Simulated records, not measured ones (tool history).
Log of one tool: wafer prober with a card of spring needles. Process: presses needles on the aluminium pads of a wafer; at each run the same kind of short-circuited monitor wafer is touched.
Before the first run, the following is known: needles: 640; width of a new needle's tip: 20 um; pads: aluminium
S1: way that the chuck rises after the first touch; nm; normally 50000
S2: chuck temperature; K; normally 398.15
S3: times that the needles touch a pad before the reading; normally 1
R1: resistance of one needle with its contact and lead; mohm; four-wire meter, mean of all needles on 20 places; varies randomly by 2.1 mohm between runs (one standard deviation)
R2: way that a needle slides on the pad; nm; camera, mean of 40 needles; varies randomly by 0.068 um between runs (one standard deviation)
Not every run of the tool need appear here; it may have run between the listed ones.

Run 1, hour 0: usual settings. Result: R1 624 mohm, R2 10450 nm.
At hour 2.6: tips cleaned on abrasive film.
At hour 12: tips cleaned on abrasive film.
Run 2, hour 12.8: usual settings. Result: R1 324 mohm, R2 10430 nm.
At hour 22.1: tips cleaned on abrasive film.
Run 3, hour 23.3: usual settings. Result: R1 390 mohm, R2 10280 nm.
Run 4, hour 28.8: usual settings. Result: R1 637 mohm, R2 10340 nm.
At hour 31.8: tips cleaned on abrasive film.
Run 5, hour 34.5: usual settings. Result: R1 465 mohm, R2 10390 nm.
At hour 41.5: tips cleaned on abrasive film.
At hour 44.9: height of the first contact set anew.
Run 6, hour 45.5: usual settings. Result: R1 500 mohm, R2 10980 nm.
At hour 51.2: tips cleaned on abrasive film.
Run 7, hour 57.2: usual settings. Result: R1 563 mohm, R2 10900 nm.
At hour 61: tips cleaned on abrasive film.
Run 8, hour 68.2: usual settings. Result: R1 617 mohm, R2 10800 nm.
At hour 70.7: tips cleaned on abrasive film.
Run 9, hour 77.8: usual settings but S1 67000 nm. Result: R1 438 mohm, R2 14560 nm.
At hour 80.6: tips cleaned on abrasive film.
Run 10, hour 87.7: usual settings but S1 67000 nm. Result: R1 430 mohm, R2 14830 nm.
At hour 90.2: tips cleaned on abrasive film.
Run 11, hour 96.9: usual settings but S1 67000 nm. Result: R1 429 mohm, R2 14640 nm.
At hour 99.6: tips cleaned on abrasive film.
Run 12, hour 105.1: usual settings but S1 67000 nm. Result: R1 402 mohm, R2 14610 nm.
At hour 109.8: tips cleaned on abrasive film.
Run 13, hour 117.4: usual settings but S1 54000 nm, S2 338.15 K. Result: R1 600 mohm, R2 11570 nm.
At hour 119.8: tips cleaned on abrasive film.
At hour 129.5: tips cleaned on abrasive film.
Run 14, hour 130.2: usual settings but S1 54000 nm, S2 358.15 K, S3 2. Result: R1 265 mohm, R2 11810 nm.
At hour 139.1: tips cleaned on abrasive film.
Run 15, hour 139.3: usual settings but S1 37000 nm, S2 327.15 K, S3 2. Result: R1 315 mohm, R2 8000 nm.
Run 16, hour 146: usual settings but S1 37000 nm, S2 327.15 K, S3 2. Result: R1 681 mohm, R2 7960 nm.
At hour 148.7: tips cleaned on abrasive film.
Run 17, hour 151.7: usual settings but S1 37000 nm, S2 327.15 K, S3 2. Result: R1 525 mohm, R2 7970 nm.
Run 18, hour 157.5: usual settings but S1 37000 nm, S2 327.15 K, S3 2. Result: R1 760 mohm, R2 8020 nm.
At hour 158.5: tips cleaned on abrasive film.
At hour 167.8: tips cleaned on abrasive film.
Run 19, hour 170: usual settings but S1 60000 nm, S2 340.15 K. Result: R1 339 mohm, R2 12910 nm.
At hour 178.1: tips cleaned on abrasive film.
Run 20, hour 180.7: usual settings but S1 60000 nm, S2 340.15 K. Result: R1 374 mohm, R2 12820 nm.
Run 21, hour 186.1: usual settings but S1 59000 nm, S2 375.15 K, S3 2. Result: R1 422 mohm, R2 12600 nm.

Here are 4 independent what-if runs from the current tool condition. What would each one return?
At hour 187.9: tips cleaned on abrasive film.
At hour 197.2: tips cleaned on abrasive film.
Run A, hour 197.2: usual settings. Result: R1 ?, R2 ?.
At hour 187.9: tips cleaned on abrasive film.
At hour 197.2: tips cleaned on abrasive film.
Run B, hour 197.2: usual settings but S1 59000 nm, S2 307.15 K, S3 2. Result: R1 ?, R2 ?.
At hour 187.9: tips cleaned on abrasive film.
At hour 197.2: tips cleaned on abrasive film.
Run C, hour 197.2: usual settings but S1 53000 nm, S2 371.15 K, S3 3. Result: R1 ?, R2 ?.
At hour 187.9: tips cleaned on abrasive film.
At hour 197.2: tips cleaned on abrasive film.
Run D, hour 197.2: usual settings but S1 41000 nm, S2 322.15 K, S3 2. Result: R1 ?, R2 ?.

run   R1     R2
  A  285  10720
  B  233  12570
  C  245  11370
  D  268   8780
Without the tool's hidden state the same runs would have given:
run   R1     R2
  A  241  11020
  B  210  12870
  C  229  11670
  D  224   9080
